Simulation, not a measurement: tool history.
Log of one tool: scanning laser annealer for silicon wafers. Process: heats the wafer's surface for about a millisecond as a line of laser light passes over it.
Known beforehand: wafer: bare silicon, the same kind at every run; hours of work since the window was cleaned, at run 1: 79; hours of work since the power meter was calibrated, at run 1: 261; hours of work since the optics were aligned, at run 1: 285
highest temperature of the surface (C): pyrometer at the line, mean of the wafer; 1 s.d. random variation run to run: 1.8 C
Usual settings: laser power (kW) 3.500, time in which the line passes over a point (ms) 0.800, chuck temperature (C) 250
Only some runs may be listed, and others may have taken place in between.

| run | hour | laser power (kW) | time in which the line passes over a point (ms) | chuck temperature (C) | hours of work since the window was cleaned | hours of work since the power meter was calibrated | hours of work since the optics were aligned | highest temperature of the surface (C) |
|---|---|---|---|---|---|---|---|---|
| 1 | 0.0 | 3.500 | 0.800 | 250 | 79 | 261 | 285 | 1079 |
| 2 | 39.6 | 3.158 | 0.800 | 250 | 95 | 277 | 301 | 979 |
| 3 | 66.4 | 3.158 | 0.800 | 250 | 106 | 288 | 312 | 981 |
| 4 | 105.0 | 3.158 | 0.800 | 250 | 122 | 303 | 327 | 979 |
| 5 | 127.9 | 3.500 | 0.800 | 246 | 131 | 313 | 337 | 1076 |
| 6 | 164.3 | 3.500 | 0.800 | 246 | 146 | 327 | 352 | 1074 |
| 7 | 193.7 | 3.500 | 0.800 | 246 | 158 | 339 | 364 | 1074 |
| 8 | 229.8 | 3.500 | 0.800 | 246 | 173 | 354 | 378 | 1074 |
| 9 | 263.3 | 3.500 | 0.800 | 246 | 187 | 368 | 392 | 1071 |
| 10 | 291.6 | 3.500 | 0.800 | 250 | 198 | 379 | 403 | 1074 |
| 11 | 326.6 | 3.500 | 0.800 | 250 | 212 | 394 | 418 | 1072 |
| 12 | 359.3 | 3.500 | 0.800 | 250 | 226 | 407 | 431 | 1075 |
| 13 | 402.6 | 3.500 | 0.800 | 250 | 243 | 425 | 449 | 1072 |
| 14 | 432.7 | 3.500 | 0.800 | 250 | 256 | 437 | 461 | 1073 |
| 15 | 471.0 | 3.500 | 0.800 | 250 | 271 | 452 | 477 | 1070 |
| 16 | 498.7 | 3.500 | 0.800 | 250 | 282 | 464 | 488 | 1072 |
| 17 | 522.7 | 3.500 | 0.848 | 250 | 292 | 473 | 498 | 1104 |
| 18 | 550.0 | 3.500 | 0.848 | 250 | 303 | 485 | 509 | 1100 |
| 19 | 589.0 | 3.500 | 0.848 | 250 | 319 | 500 | 525 | 1099 |
| 20 | 624.4 | 3.500 | 0.800 | 250 | 334 | 515 | 539 | 1067 |
| 21 | 656.4 | 2.999 | 0.622 | 274 | 347 | 528 | 552 | 866 |
| 22 | 680.1 | 2.999 | 0.622 | 274 | 356 | 538 | 562 | 864 |
| 23 | 720.3 | 2.999 | 0.622 | 274 | 373 | 554 | 578 | 863 |
| 24 | 758.8 | 2.999 | 0.622 | 274 | 388 | 570 | 594 | 862 |
| 25 | 777.4 | 3.631 | 0.796 | 257 | 396 | 577 | 601 | 1113 |
| 26 | 816.3 | 3.500 | 0.952 | 250 | 412 | 593 | 617 | 1152 |
| 27 | 842.5 | 3.500 | 0.952 | 250 | 422 | 604 | 628 | 1150 |
| 28 | 867.6 | 3.500 | 0.836 | 250 | 433 | 614 | 638 | 1093 |
| 29 | 889.6 | 3.837 | 0.800 | 250 | 442 | 623 | 647 | 1169 |
| 30 | 927.2 | 3.258 | 0.674 | 241 | 457 | 638 | 662 | 923 |
| 31 | 957.8 | 3.803 | 0.918 | 241 | 469 | 651 | 675 | 1217 |
| 32 | 998.4 | 3.803 | 0.918 | 241 | 486 | 667 | 691 | 1217 |
| 33 | 1024.5 | 3.803 | 0.749 | 260 | 497 | 678 | 702 | 1131 |
| 34 | 1061.6 | 3.803 | 0.607 | 260 | 512 | 693 | 717 | 1035 |
| 35 | 1101.3 | 3.573 | 0.618 | 260 | 528 | 709 | 733 | 985 |
| 36 | 1133.8 | 3.573 | 0.618 | 260 | 541 | 722 | 746 | 986 |
| 37 | 1153.6 | 3.097 | 0.576 | 250 | 549 | 730 | 755 | 833 |
| 38 | 1174.6 | 3.097 | 0.576 | 228 | 558 | 739 | 763 | 811 |
| 39 | 1198.8 | 3.500 | 0.661 | 262 | 568 | 749 | 773 | 997 |
| 40 | 1227.8 | 3.500 | 0.653 | 278 | 579 | 761 | 785 | 1003 |

Below, some changes in highest temperature of the surface (C) between adjacent runs. For each, the amount present without the hidden state too (settings, incoming material, random variation) and the amount remaining for the hidden state with gauge scatter not shared by both compared results:
Unlogged tool condition in this case: light that passes the window, % of a clean one's; laser's true power over the reading, %; width of the line over the set one, %; drift of the gauge itself on peak_c, C.
Run 24 -> 25: laser power (kW) 2.999 -> 3.631, time in which the line passes over a point (ms) 0.622 -> 0.796, chuck temperature (C) 274 -> 257. highest temperature of the surface (C) +251: hidden state -5, all else +256.
Run 29 -> 30: laser power (kW) 3.837 -> 3.258, time in which the line passes over a point (ms) 0.800 -> 0.674, chuck temperature (C) 250 -> 241. highest temperature of the surface (C) -246: hidden state +4, all else -250.
Run 30 -> 31: laser power (kW) 3.258 -> 3.803, time in which the line passes over a point (ms) 0.674 -> 0.918. highest temperature of the surface (C) +294: hidden state -5, all else +299.

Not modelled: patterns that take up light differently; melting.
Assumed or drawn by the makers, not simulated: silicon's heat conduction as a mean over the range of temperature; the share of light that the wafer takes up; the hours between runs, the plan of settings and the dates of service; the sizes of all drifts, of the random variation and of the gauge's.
